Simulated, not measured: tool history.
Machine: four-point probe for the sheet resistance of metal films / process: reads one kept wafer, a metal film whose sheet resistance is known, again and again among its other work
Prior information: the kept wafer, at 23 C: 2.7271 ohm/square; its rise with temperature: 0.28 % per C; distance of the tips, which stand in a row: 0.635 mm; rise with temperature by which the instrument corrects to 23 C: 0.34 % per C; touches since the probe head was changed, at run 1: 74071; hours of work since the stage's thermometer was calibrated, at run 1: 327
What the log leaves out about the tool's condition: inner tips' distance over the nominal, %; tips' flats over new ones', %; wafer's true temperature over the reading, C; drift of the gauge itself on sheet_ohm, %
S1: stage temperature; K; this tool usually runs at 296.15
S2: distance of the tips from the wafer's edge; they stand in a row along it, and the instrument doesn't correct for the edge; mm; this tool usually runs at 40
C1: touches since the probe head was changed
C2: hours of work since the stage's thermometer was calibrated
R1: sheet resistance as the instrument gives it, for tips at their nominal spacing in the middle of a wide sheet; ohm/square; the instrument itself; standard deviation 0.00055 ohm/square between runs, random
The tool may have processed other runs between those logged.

run,day,S1,S2,C1,C2,R1
1,0.000,296.15,40,74071,327,2.744492
2,1.246,296.15,40,75132,347,2.744177
3,3.333,296.15,40,76907,380,2.745665
4,5.446,296.15,40,78703,414,2.743894
5,6.454,296.15,40,79559,431,2.744918
6,7.879,296.15,67,80773,453,2.745361
7,9.654,296.15,67,82282,482,2.744919
8,11.296,292.15,67,83677,508,2.751652
9,13.417,292.15,67,85483,542,2.751172
10,14.800,292.15,67,86657,565,2.752758
11,16.733,292.15,67,88302,596,2.751615
12,18.254,306.15,67,89597,620,2.729811
13,19.133,306.15,67,90344,634,2.730747
14,21.046,294.15,67,91971,665,2.748952
15,22.396,302.15,18,93119,687,2.737707
16,23.725,294.15,6,94250,708,2.765373
17,25.525,294.15,6,95781,737,2.765809
18,26.783,297.15,36,96851,757,2.745173
19,27.954,297.15,36,97847,776,2.745576
20,29.333,293.15,13,99019,798,2.754144
21,30.567,305.15,50,100067,818,2.730791
22,31.729,308.15,45,101057,837,2.728796
23,33.771,308.15,45,102794,869,2.728231
24,35.183,308.15,45,103993,892,2.728436
25,36.475,300.15,8,105092,913,2.748994
26,38.604,291.15,14,106903,947,2.758290

Pick out some run-to-run changes in R1. Of each, how much would a tool without hidden state show as well, from the settings, what came in and chance, and how much is left for the hidden state and any gauge scatter not in both results compared?
Run 13 -> 14: S1 306.15 -> 294.15. R1 +0.018205 ohm/square: hidden state +0.000174, all else +0.018031.
Run 15 -> 16: S1 302.15 -> 294.15, S2 18 -> 6. R1 +0.027666 ohm/square: hidden state +0.000247, all else +0.027419.
Run 20 -> 21: S1 293.15 -> 305.15, S2 13 -> 50. R1 -0.023353 ohm/square: hidden state -0.000013, all else -0.023340.
